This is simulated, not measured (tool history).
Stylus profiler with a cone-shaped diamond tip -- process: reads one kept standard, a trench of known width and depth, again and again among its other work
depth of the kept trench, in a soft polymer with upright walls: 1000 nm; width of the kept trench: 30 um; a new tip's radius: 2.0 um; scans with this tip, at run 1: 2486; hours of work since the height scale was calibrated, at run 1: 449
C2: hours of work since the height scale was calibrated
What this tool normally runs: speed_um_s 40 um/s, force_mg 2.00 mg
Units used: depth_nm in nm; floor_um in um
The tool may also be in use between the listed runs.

Run 1, hour 0.0: usual settings; scans with this tip 2486; C2 449. Result: depth_nm 1011.70 nm, floor_um 26.05 um.
Run 2, hour 12.5: usual settings but force_mg 0.82 mg; scans with this tip 2518; C2 455. Result: depth_nm 1005.05 nm, floor_um 25.87 um.
Run 3, hour 37.7: usual settings but force_mg 0.82 mg; scans with this tip 2581; C2 466. Result: depth_nm 1005.13 nm, floor_um 25.81 um.
Run 4, hour 53.7: usual settings but force_mg 0.82 mg; scans with this tip 2621; C2 473. Result: depth_nm 1005.45 nm, floor_um 25.85 um.
Run 5, hour 69.7: usual settings but force_mg 2.19 mg; scans with this tip 2661; C2 481. Result: depth_nm 1013.18 nm, floor_um 26.01 um.
Run 6, hour 94.9: usual settings but force_mg 2.19 mg; scans with this tip 2724; C2 492. Result: depth_nm 1012.87 nm, floor_um 26.00 um.
Run 7, hour 121.1: usual settings but force_mg 1.19 mg; scans with this tip 2789; C2 504. Result: depth_nm 1007.27 nm, floor_um 25.92 um.
Run 8, hour 140.7: usual settings but force_mg 1.19 mg; scans with this tip 2838; C2 513. Result: depth_nm 1007.72 nm, floor_um 25.95 um.
Run 9, hour 153.1: usual settings but force_mg 1.19 mg; scans with this tip 2869; C2 518. Result: depth_nm 1007.39 nm, floor_um 25.92 um.
Run 10, hour 168.5: usual settings but speed_um_s 52 um/s; scans with this tip 2908; C2 525. Result: depth_nm 1011.44 nm, floor_um 25.94 um.
Run 11, hour 186.1: usual settings but speed_um_s 52 um/s; scans with this tip 2952; C2 533. Result: depth_nm 1011.09 nm, floor_um 25.96 um.
Run 12, hour 202.8: usual settings; scans with this tip 2994; C2 541. Result: depth_nm 1011.66 nm, floor_um 25.97 um.
Run 13, hour 219.7: usual settings; scans with this tip 3036; C2 548. Result: depth_nm 1011.57 nm, floor_um 25.94 um.
Run 14, hour 234.9: usual settings but speed_um_s 24 um/s; scans with this tip 3074; C2 555. Result: depth_nm 1011.65 nm, floor_um 26.09 um.
Run 15, hour 247.4: usual settings but speed_um_s 24 um/s; scans with this tip 3105; C2 561. Result: depth_nm 1011.83 nm, floor_um 26.09 um.
Run 16, hour 260.8: usual settings; scans with this tip 3139; C2 567. Result: depth_nm 1011.44 nm, floor_um 25.96 um.
Run 17, hour 276.6: usual settings but speed_um_s 18 um/s, force_mg 2.58 mg; scans with this tip 3178; C2 574. Result: depth_nm 1013.93 nm, floor_um 26.17 um.
Run 18, hour 303.1: usual settings but speed_um_s 28 um/s, force_mg 5.80 mg; scans with this tip 3245; C2 586. Result: depth_nm 1026.27 nm, floor_um 26.13 um.
Run 19, hour 326.4: usual settings but speed_um_s 28 um/s, force_mg 5.80 mg; scans with this tip 3303; C2 596. Result: depth_nm 1026.96 nm, floor_um 26.13 um.
Run 20, hour 342.0: usual settings but speed_um_s 28 um/s, force_mg 5.80 mg; scans with this tip 3342; C2 603. Result: depth_nm 1027.13 nm, floor_um 26.15 um.
Run 21, hour 365.4: usual settings but speed_um_s 28 um/s, force_mg 5.80 mg; scans with this tip 3400; C2 614. Result: depth_nm 1026.42 nm, floor_um 26.08 um.
Run 22, hour 385.9: usual settings but speed_um_s 30 um/s, force_mg 4.58 mg; scans with this tip 3452; C2 623. Result: depth_nm 1021.98 nm, floor_um 26.07 um.
Run 23, hour 406.2: usual settings but speed_um_s 123 um/s, force_mg 3.37 mg; scans with this tip 3502; C2 632. Result: depth_nm 1017.88 nm, floor_um 25.60 um.
Run 24, hour 425.5: usual settings but speed_um_s 123 um/s, force_mg 3.37 mg; scans with this tip 3551; C2 641. Result: depth_nm 1017.28 nm, floor_um 25.55 um.
Run 25, hour 448.4: usual settings but speed_um_s 21 um/s, force_mg 0.92 mg; scans with this tip 3608; C2 652. Result: depth_nm 1005.16 nm, floor_um 25.99 um.
Run 26, hour 461.2: usual settings but force_mg 0.82 mg; scans with this tip 3640; C2 657. Result: depth_nm 1004.35 nm, floor_um 25.78 um.
Run 27, hour 473.5: usual settings but speed_um_s 13 um/s, force_mg 4.72 mg; scans with this tip 3671; C2 663. Result: depth_nm 1022.36 nm, floor_um 26.21 um.
Run 28, hour 487.3: usual settings but speed_um_s 99 um/s, force_mg 1.50 mg; scans with this tip 3705; C2 669. Result: depth_nm 1008.76 nm, floor_um 25.45 um.
Run 29, hour 499.2: usual settings but speed_um_s 99 um/s, force_mg 1.50 mg; scans with this tip 3735; C2 674. Result: depth_nm 1008.63 nm, floor_um 25.36 um.
Run 30, hour 515.2: usual settings but speed_um_s 99 um/s, force_mg 1.50 mg; scans with this tip 3775; C2 682. Result: depth_nm 1008.22 nm, floor_um 25.37 um.
Run 31, hour 530.6: usual settings but speed_um_s 18 um/s, force_mg 2.76 mg; scans with this tip 3814; C2 689. Result: depth_nm 1014.37 nm, floor_um 26.13 um.

Run by run, hidden condition taken away, random variation retained:
Hidden state present: radius of the tip, um; height scale over the true one, %; drift of the gauge itself on depth_nm, %; drift of the gauge itself on floor_um, %.
run  depth_nm  floor_um
  1   1014.41     26.28
  2   1007.77     26.11
  3   1007.90     26.05
  4   1008.25     26.09
  5   1016.02     26.26
  6   1015.77     26.25
  7   1010.20     26.18
  8   1010.69     26.22
  9   1010.38     26.19
 10   1014.47     26.21
 11   1014.15     26.23
 12   1014.76     26.25
 13   1014.70     26.22
 14   1014.81     26.37
 15   1015.01     26.38
 16   1014.65     26.25
 17   1017.19     26.46
 18   1029.62     26.43
 19   1030.35     26.43
 20   1030.56     26.46
 21   1029.89     26.40
 22   1025.48     26.38
 23   1021.41     25.92
 24   1020.85     25.88
 25   1008.73     26.32
 26   1007.94     26.11
 27   1026.04     26.54
 28   1012.42     25.79
 29   1012.31     25.70
 30   1011.94     25.72
 31   1018.14     26.49
